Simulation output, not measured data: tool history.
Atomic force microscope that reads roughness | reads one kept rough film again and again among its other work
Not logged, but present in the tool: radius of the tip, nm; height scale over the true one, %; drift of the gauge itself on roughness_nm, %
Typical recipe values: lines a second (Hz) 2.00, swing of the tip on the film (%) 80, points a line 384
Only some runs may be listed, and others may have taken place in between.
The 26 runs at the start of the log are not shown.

run	hour	lines a second (Hz)	swing of the tip on the film (%)	points a line	pictures with this tip	hours of work since the height scale was calibrated	roughness of the kept film (nm (root mean square))
# hour 656.3: new tip fitted
27	669.4	2.63	61	384	9	689	0.846
28	697.3	2.63	61	384	30	701	0.845
29	731.2	2.63	83	406	55	716	0.718
30	747.7	0.71	80	384	67	723	0.861
# hour 753.5: new tip fitted
31	768.2	1.37	66	266	11	732	0.863
32	791.1	2.00	80	600	28	742	0.777
33	826.9	2.00	65	346	54	758	0.843
# hour 851.1: new tip fitted
34	851.1	1.80	86	1022	0	768	0.762
35	876.9	1.85	70	680	19	779	0.836
36	900.0	1.85	70	680	36	789	0.834
37	915.3	1.85	69	422	47	796	0.832
38	937.2	3.97	82	384	64	806	0.658
# hour 949.1: new tip fitted
39	975.0	1.07	73	435	19	822	0.854
40	1011.8	1.64	76	368	47	838	0.812
41	1039.7	0.50	76	384	67	850	0.876
# hour 1045.4: new tip fitted
42	1065.1	1.44	80	384	15	861	0.807
43	1085.5	1.85	76	270	30	870	0.802
44	1109.4	2.13	76	384	47	880	0.789
45	1128.7	0.91	76	384	62	889	0.855
# hour 1141.3: new tip fitted
46	1162.6	2.00	59	384	15	903	0.866
47	1194.2	2.00	59	384	39	917	0.862
48	1228.3	2.00	71	384	64	932	0.817

Here are 3 independent what-if runs from the current tool condition. What would each one return?
# hour 1238.0: new tip fitted
A	1253.1	1.64	71	490	11	943	?
# hour 1238.0: new tip fitted
B	1253.1	0.57	65	384	11	943	?
# hour 1238.0: new tip fitted
C	1253.1	2.52	73	879	11	943	?

run	roughness of the kept film (nm (root mean square))
A	0.834
B	0.891
C	0.791
What these runs would have given with no unlogged condition in the tool:
run	roughness of the kept film (nm (root mean square))
A	0.835
B	0.891
C	0.792
